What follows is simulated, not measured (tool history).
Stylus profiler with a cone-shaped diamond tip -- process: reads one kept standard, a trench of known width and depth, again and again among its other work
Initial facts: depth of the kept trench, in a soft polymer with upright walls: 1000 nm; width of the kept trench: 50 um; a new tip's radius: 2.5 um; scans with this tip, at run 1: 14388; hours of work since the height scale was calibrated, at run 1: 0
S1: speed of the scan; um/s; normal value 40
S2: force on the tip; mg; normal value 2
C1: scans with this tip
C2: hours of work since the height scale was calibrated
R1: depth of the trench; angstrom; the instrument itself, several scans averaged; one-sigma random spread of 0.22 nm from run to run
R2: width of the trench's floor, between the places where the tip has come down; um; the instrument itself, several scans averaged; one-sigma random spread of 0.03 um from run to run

| run | hour | S1 | S2 | C1 | C2 | R1 | R2 |
|---|---|---|---|---|---|---|---|
| 1 | 0 | 40 | 2 | 14388 | 0 | 10044.1 | 42.84 |
| 2 | 89.3 | 40 | 2 | 14790 | 59 | 10039.6 | 42.76 |
| 3 | 136 | 40 | 2 | 15001 | 90 | 10040.8 | 42.75 |
| 4 | 174.5 | 40 | 2 | 15175 | 115 | 10039.3 | 42.73 |
| 5 | 236.7 | 40 | 1.14 | 15455 | 157 | 10022.7 | 42.62 |
| 6 | 299.3 | 40 | 2 | 15737 | 198 | 10037 | 42.61 |
| 7 | 372.6 | 40 | 2 | 16068 | 246 | 10030.9 | 42.57 |
| 8 | 441.6 | 40 | 2 | 16379 | 292 | 10031.9 | 42.53 |
| 9 | 498.4 | 40 | 2 | 16635 | 330 | 10031.8 | 42.45 |
| 10 | 582.4 | 40 | 2 | 17014 | 385 | 10029.8 | 42.41 |
| 11 | 659.1 | 125 | 2 | 17360 | 436 | 10026.8 | 41.88 |
|  | 664.7 | height scale calibrated on a step standard |
| 12 | 747.9 | 40 | 1.57 | 17758 | 55 | 10013.7 | 42.31 |
| 13 | 822.9 | 40 | 2 | 18096 | 105 | 10020.6 | 42.29 |
| 14 | 902.1 | 40 | 2 | 18453 | 157 | 10011.9 | 42.23 |
| 15 | 957.1 | 152 | 2 | 18701 | 193 | 10014.8 | 41.54 |
| 16 | 1001 | 40 | 2 | 18899 | 222 | 10012.7 | 42.17 |
| 17 | 1084.8 | 40 | 1.32 | 19277 | 278 | 10000.5 | 42.03 |
|  | 1090.5 | height scale calibrated on a step standard, once more |
| 18 | 1126.2 | 69 | 1.91 | 19461 | 24 | 10042.3 | 41.91 |
|  | 1177.1 | new tip fitted, height scale calibrated |
| 19 | 1197.4 | 40 | 1.61 | 91 | 13 | 10030.6 | 45.79 |
| 20 | 1236 | 40 | 1.61 | 265 | 39 | 10031.3 | 45.79 |
| 21 | 1272.6 | 40 | 1.61 | 430 | 63 | 10031.7 | 45.74 |
| 22 | 1355.2 | 13 | 5.67 | 803 | 118 | 10076.9 | 45.86 |
| 23 | 1441 | 37 | 1.98 | 1190 | 175 | 10034.4 | 45.55 |
| 24 | 1494.4 | 22 | 0.84 | 1430 | 210 | 10011.6 | 45.56 |
| 25 | 1559.1 | 22 | 0.84 | 1722 | 253 | 10010.6 | 45.51 |
| 26 | 1614.6 | 124 | 5.74 | 1972 | 289 | 10073.8 | 45.13 |
| 27 | 1679.8 | 44 | 1.83 | 2266 | 333 | 10025 | 45.25 |
| 28 | 1720.2 | 25 | 2.4 | 2448 | 359 | 10033.1 | 45.36 |
| 29 | 1762.1 | 25 | 2.4 | 2637 | 387 | 10030.9 | 45.35 |
| 30 | 1808.8 | 32 | 4.93 | 2847 | 418 | 10057.9 | 45.33 |
| 31 | 1868.3 | 32 | 1.02 | 3116 | 457 | 10004.4 | 45.09 |
| 32 | 1940 | 62 | 4.8 | 3439 | 505 | 10057.4 | 45.09 |

How would selected steps in R1 from run to run divide? Give the signed amount a tool lacking its hidden state would still show from settings, what came in and random variation, and the signed amount left for the hidden state, including any gauge scatter that is not in both of the compared results.
The hidden state here: radius of the tip, um; height scale over the true one, %; drift of the gauge itself on depth_nm, %; drift of the gauge itself on floor_um, %.
Run 11 -> 12: S1 125 -> 40, S2 2 -> 1.57, height scale calibrated on a step standard. R1 -13.1 angstrom: hidden state -6.9, all else -6.2.
Run 17 -> 18: S1 40 -> 69, S2 1.32 -> 1.91, height scale calibrated on a step standard, once more. R1 +41.8 angstrom: hidden state +33.4, all else +8.4.
Run 18 -> 19: S1 69 -> 40, S2 1.91 -> 1.61, new tip fitted, height scale calibrated. R1 -11.7 angstrom: hidden state -5.8, all else -5.9.
Run 25 -> 26: S1 22 -> 124, S2 0.84 -> 5.74. R1 +63.2 angstrom: hidden state -1.6, all else +64.8.
Run 30 -> 31: S2 4.93 -> 1.02. R1 -53.5 angstrom: hidden state -1.2, all else -52.3.
Run 31 -> 32: S1 32 -> 62, S2 1.02 -> 4.8. R1 +53 angstrom: hidden state -2.1, all else +55.1.
